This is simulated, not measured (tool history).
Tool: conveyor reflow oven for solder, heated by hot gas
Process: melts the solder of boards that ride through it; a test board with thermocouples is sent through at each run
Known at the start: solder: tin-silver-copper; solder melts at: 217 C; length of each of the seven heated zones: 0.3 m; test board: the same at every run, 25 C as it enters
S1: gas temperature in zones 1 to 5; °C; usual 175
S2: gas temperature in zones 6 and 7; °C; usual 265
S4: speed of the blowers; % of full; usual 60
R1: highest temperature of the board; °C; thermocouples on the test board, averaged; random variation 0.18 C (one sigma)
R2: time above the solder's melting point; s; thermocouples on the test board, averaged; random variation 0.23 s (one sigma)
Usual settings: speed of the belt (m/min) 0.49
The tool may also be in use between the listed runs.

run 1 hour=0 | S1=175 S2=265 speed_of_the_belt_(m/min)=0.49 S4=60 | R1=245.5 R2=48.7
run 2 hour=20.3 | S1=175 S2=265 speed_of_the_belt_(m/min)=0.49 S4=60 | R1=245.2 R2=48.8
run 3 hour=45.1 | S1=175 S2=265 speed_of_the_belt_(m/min)=0.49 S4=60 | R1=245.4 R2=48.5
run 4 hour=60 | S1=175 S2=265 speed_of_the_belt_(m/min)=0.49 S4=60 | R1=245.2 R2=49.1
run 5 hour=91.8 | S1=175 S2=265 speed_of_the_belt_(m/min)=0.49 S4=60 | R1=245.3 R2=48.8
run 6 hour=115.9 | S1=187 S2=265 speed_of_the_belt_(m/min)=0.49 S4=60 | R1=247.6 R2=55.8
run 7 hour=145.7 | S1=175 S2=265 speed_of_the_belt_(m/min)=0.49 S4=60 | R1=245.2 R2=48.3
run 8 hour=172.5 | S1=175 S2=265 speed_of_the_belt_(m/min)=0.49 S4=60 | R1=245.3 R2=48.8
run 9 hour=192.5 | S1=175 S2=265 speed_of_the_belt_(m/min)=0.49 S4=60 | R1=245.4 R2=48.8
run 10 hour=214.1 | S1=175 S2=265 speed_of_the_belt_(m/min)=0.49 S4=60 | R1=245.3 R2=48.5
run 11 hour=237.8 | S1=175 S2=265 speed_of_the_belt_(m/min)=0.49 S4=60 | R1=245.4 R2=48.2
run 12 hour=255.3 | S1=175 S2=265 speed_of_the_belt_(m/min)=0.49 S4=60 | R1=245 R2=48.6
run 13 hour=274.3 | S1=175 S2=265 speed_of_the_belt_(m/min)=0.49 S4=60 | R1=245 R2=48.5
run 14 hour=297.9 | S1=175 S2=265 speed_of_the_belt_(m/min)=0.49 S4=60 | R1=244.9 R2=48.4
run 15 hour=313.2 | S1=175 S2=265 speed_of_the_belt_(m/min)=0.49 S4=60 | R1=245.4 R2=48.2
run 16 hour=347.9 | S1=185 S2=270 speed_of_the_belt_(m/min)=0.433 S4=63 | R1=256.3 R2=69.8
run 17 hour=365.6 | S1=187 S2=271 speed_of_the_belt_(m/min)=0.434 S4=76 | R1=260.3 R2=73.4
run 18 hour=380.4 | S1=187 S2=271 speed_of_the_belt_(m/min)=0.51 S4=66 | R1=253.4 R2=57.2
run 19 hour=399 | S1=175 S2=265 speed_of_the_belt_(m/min)=0.564 S4=77 | R1=245.8 R2=43.1
run 20 hour=430.9 | S1=175 S2=265 speed_of_the_belt_(m/min)=0.528 S4=63 | R1=243.8 R2=43.3
run 21 hour=455.4 | S1=175 S2=265 speed_of_the_belt_(m/min)=0.528 S4=63 | R1=243.8 R2=43.5
run 22 hour=479.1 | S1=189 S2=265 speed_of_the_belt_(m/min)=0.528 S4=63 | R1=247.1 R2=51.2
run 23 hour=504.1 | S1=189 S2=265 speed_of_the_belt_(m/min)=0.528 S4=63 | R1=247.2 R2=51.2
-- hour=516.4 thermocouples of zones 6 and 7 changed
run 24 hour=539.9 | S1=168 S2=265 speed_of_the_belt_(m/min)=0.516 S4=63 | R1=242.8 R2=41.4
run 25 hour=561 | S1=168 S2=265 speed_of_the_belt_(m/min)=0.516 S4=63 | R1=242.9 R2=41.3
run 26 hour=593.2 | S1=186 S2=272 speed_of_the_belt_(m/min)=0.393 S4=74 | R1=263.1 R2=82
-- hour=619.7 belt drive overhauled, speed set with a stopwatch
run 27 hour=632.9 | S1=163 S2=277 speed_of_the_belt_(m/min)=0.559 S4=59 | R1=245.9 R2=38.6
run 28 hour=660.9 | S1=180 S2=277 speed_of_the_belt_(m/min)=0.59 S4=62 | R1=249.2 R2=43.1
run 29 hour=694 | S1=180 S2=277 speed_of_the_belt_(m/min)=0.59 S4=62 | R1=249.7 R2=43.4
run 30 hour=710.5 | S1=179 S2=269 speed_of_the_belt_(m/min)=0.412 S4=50 | R1=251.4 R2=66

Forecast each of these 5 alternatives for the next run:
run A hour=742.5 | S1=170 S2=266 speed_of_the_belt_(m/min)=0.49 S4=60 | R1=? R2=?
run B hour=742.5 | S1=183 S2=256 speed_of_the_belt_(m/min)=0.49 S4=60 | R1=? R2=?
run C hour=742.5 | S1=162 S2=272 speed_of_the_belt_(m/min)=0.48 S4=60 | R1=? R2=?
run D hour=742.5 | S1=186 S2=269 speed_of_the_belt_(m/min)=0.59 S4=71 | R1=? R2=?
run E hour=742.5 | S1=170 S2=275 speed_of_the_belt_(m/min)=0.412 S4=54 | R1=? R2=?

run=A R1=244.7 R2=46.5
run=B R1=239.7 R2=46.4
run=C R1=249.4 R2=48.5
run=D R1=247.8 R2=45.4
run=E R1=256.6 R2=66.7
Without the tool's hidden state the same runs would have given:
run=A R1=244.8 R2=46.6
run=B R1=239.7 R2=46.5
run=C R1=249.5 R2=48.6
run=D R1=247.9 R2=45.5
run=E R1=256.7 R2=66.7

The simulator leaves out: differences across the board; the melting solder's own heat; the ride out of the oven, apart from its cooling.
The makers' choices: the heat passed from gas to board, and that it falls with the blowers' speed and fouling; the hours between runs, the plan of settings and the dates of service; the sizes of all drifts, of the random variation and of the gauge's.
